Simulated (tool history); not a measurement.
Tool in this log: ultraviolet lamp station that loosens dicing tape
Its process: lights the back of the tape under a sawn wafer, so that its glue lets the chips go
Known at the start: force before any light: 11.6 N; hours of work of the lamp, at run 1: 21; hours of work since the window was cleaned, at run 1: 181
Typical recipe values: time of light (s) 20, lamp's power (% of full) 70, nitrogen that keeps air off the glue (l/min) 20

run   hour  time of light (s)  lamp's power (% of full)  nitrogen that keeps air off the glue (l/min)  hours of work of the lamp  hours of work since the window was cleaned  force that peels the tape off (N)  light that reached the tape (J/m2)
  1    0.0                 20                        70                                            20                         21                                         181                              1.404                                2570
  2   11.6                 20                        70                                            20                         29                                         189                              1.472                                2510
  3   22.7                 20                        70                                            20                         36                                         196                              1.464                                2500
  4   34.0                 20                        70                                             7                         44                                         204                              2.373                                2460
  5   42.0                 20                        70                                             7                         50                                         209                              2.380                                2460
      47.7  -- window cleaned of glue's vapour
  6   48.8                 20                        70                                             7                         54                                           1                              1.957                                2760
  7   60.3                 20                        70                                             7                         62                                           8                              2.049                                2740
  8   69.1                 20                        70                                             7                         67                                          14                              2.027                                2720
  9   74.1                 22                        70                                             7                         71                                          18                              1.839                                3010
 10   81.5                 20                        64                                            20                         76                                          23                              1.540                                2480
 11   86.7                 24                        99                                            20                         79                                          26                              0.398                                4620
 12   96.3                 24                        91                                            20                         86                                          33                              0.487                                4240
 13  107.3                 20                        94                                            20                         93                                          40                              0.661                                3630
 14  112.4                 20                        70                                             8                         97                                          44                              1.999                                2710
 15  121.5                 20                        70                                             8                        103                                          50                              1.991                                2670

Run 16 is up next; what results do you expect?
 16  127.7                 34                        70                                            12                        107                                          54                                  ?                                   ?

Logged for run 16: force that peels the tape off (N) 0.544, light that reached the tape (J/m2) 4550.
Minus the tool's unlogged condition, the same run would have read force that peels the tape off (N) 0.483, light that reached the tape (J/m2) 4790.
